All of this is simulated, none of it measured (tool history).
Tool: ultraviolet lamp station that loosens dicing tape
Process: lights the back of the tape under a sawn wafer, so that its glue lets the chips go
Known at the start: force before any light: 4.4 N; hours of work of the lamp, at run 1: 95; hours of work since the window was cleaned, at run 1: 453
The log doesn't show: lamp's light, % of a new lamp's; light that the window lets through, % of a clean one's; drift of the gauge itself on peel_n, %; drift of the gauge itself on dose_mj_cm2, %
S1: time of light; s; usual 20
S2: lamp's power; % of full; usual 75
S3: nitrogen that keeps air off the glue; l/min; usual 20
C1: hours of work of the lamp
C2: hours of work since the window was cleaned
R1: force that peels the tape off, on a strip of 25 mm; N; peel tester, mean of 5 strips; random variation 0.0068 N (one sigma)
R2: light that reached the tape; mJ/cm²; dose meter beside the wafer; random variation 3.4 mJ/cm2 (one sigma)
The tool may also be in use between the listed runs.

run    day  S1  S2  S3   C1   C2     R1   R2
  1      0  20  75  20   95  453  0.311  441
  2    0.3  20  75  20   99  457  0.318  447
  3  0.592  20  75  20  102  460  0.328  444
  4   0.85  14  75  20  105  463  0.613  313
  5  1.146  14  75  20  109  467  0.605  315
  6  1.354  14  61  20  111  469   0.88  253
  7  1.512  14  61  20  113  471  0.902  254
  8  1.838  32  61  17  117  475  0.229  571
     1.892  -- window cleaned of glue's vapour
  9  2.196  32  61  17  121    4  0.255  534
 10  2.521  32  98  13  125    7  0.157  858
     2.762  -- window cleaned of glue's vapour, once more
 11  2.917  22  98   7  129    2  0.279  721

5 ways to go on from here, each from the tool as it stands after run 11. What would each give?
  A  3.125  22  98   7  132   4   ?   ?
  B  3.125  11  75  20  132   4   ?   ?
  C  3.125  14  98  20  132   4   ?   ?
  D  3.125  22  98  17  132   4   ?   ?
  E  3.125  11  88   7  132   4   ?   ?

run     R1   R2
  A  0.265  709
  B  0.759  273
  C  0.314  460
  D  0.164  715
  E  1.094  326
Without the tool's hidden state the same runs would have given:
run     R1   R2
  A   0.23  768
  B  0.668  296
  C  0.272  498
  D  0.152  774
  E  0.984  353
